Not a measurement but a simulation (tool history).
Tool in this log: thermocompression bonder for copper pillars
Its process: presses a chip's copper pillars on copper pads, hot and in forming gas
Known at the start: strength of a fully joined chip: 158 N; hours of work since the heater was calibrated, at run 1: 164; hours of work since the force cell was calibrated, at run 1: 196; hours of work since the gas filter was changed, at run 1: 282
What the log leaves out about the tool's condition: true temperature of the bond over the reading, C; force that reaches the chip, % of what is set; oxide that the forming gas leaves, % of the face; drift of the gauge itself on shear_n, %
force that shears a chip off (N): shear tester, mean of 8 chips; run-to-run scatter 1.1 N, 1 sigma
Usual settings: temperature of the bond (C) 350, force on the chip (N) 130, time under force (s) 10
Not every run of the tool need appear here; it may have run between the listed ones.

run	hour	temperature of the bond (C)	force on the chip (N)	time under force (s)	hours of work since the heater was calibrated	hours of work since the force cell was calibrated	hours of work since the gas filter was changed	force that shears a chip off (N)
1	0	350	130	10	164	196	282	103.4
2	9.9	350	130	10	170	201	288	101.6
3	16.7	350	140	10	174	205	292	109.7
4	25.3	350	140	9	179	210	297	105
5	39	350	140	9	187	218	305	106.2
6	49.3	350	140	9	193	224	311	106.6
7	54.8	350	130	10	196	228	314	104.3
8	64.6	350	130	10	202	233	320	105.7
9	74.2	350	130	10	208	239	325	102.6
10	83.4	374	130	10	213	244	331	120.1
11	93	350	130	10	219	250	336	100
12	105.8	350	130	10	226	257	344	103
13	115.7	350	130	10	232	263	349	104
14	122.6	350	130	10	236	267	353	101.4
15	135.2	369	130	10	243	274	361	116.8
16	143.1	369	130	10	248	279	365	120.6
17	153.3	369	130	10	254	285	371	116.3
18	161.7	350	130	10	259	290	376	100
19	172.5	359	130	10	265	296	383	110.9
20	184.2	350	130	10	272	303	389	101.8
21	196.7	350	130	10	279	310	397	103.3
22	203.4	321	99	5	283	314	401	42.9

What will run 23 give?
23	209.5	350	130	16	287	318	404	?

force that shears a chip off (N): 115.6
Take away the tool's hidden state, keep the run-to-run variation as it was, and the same run would have given force that shears a chip off (N) 116.

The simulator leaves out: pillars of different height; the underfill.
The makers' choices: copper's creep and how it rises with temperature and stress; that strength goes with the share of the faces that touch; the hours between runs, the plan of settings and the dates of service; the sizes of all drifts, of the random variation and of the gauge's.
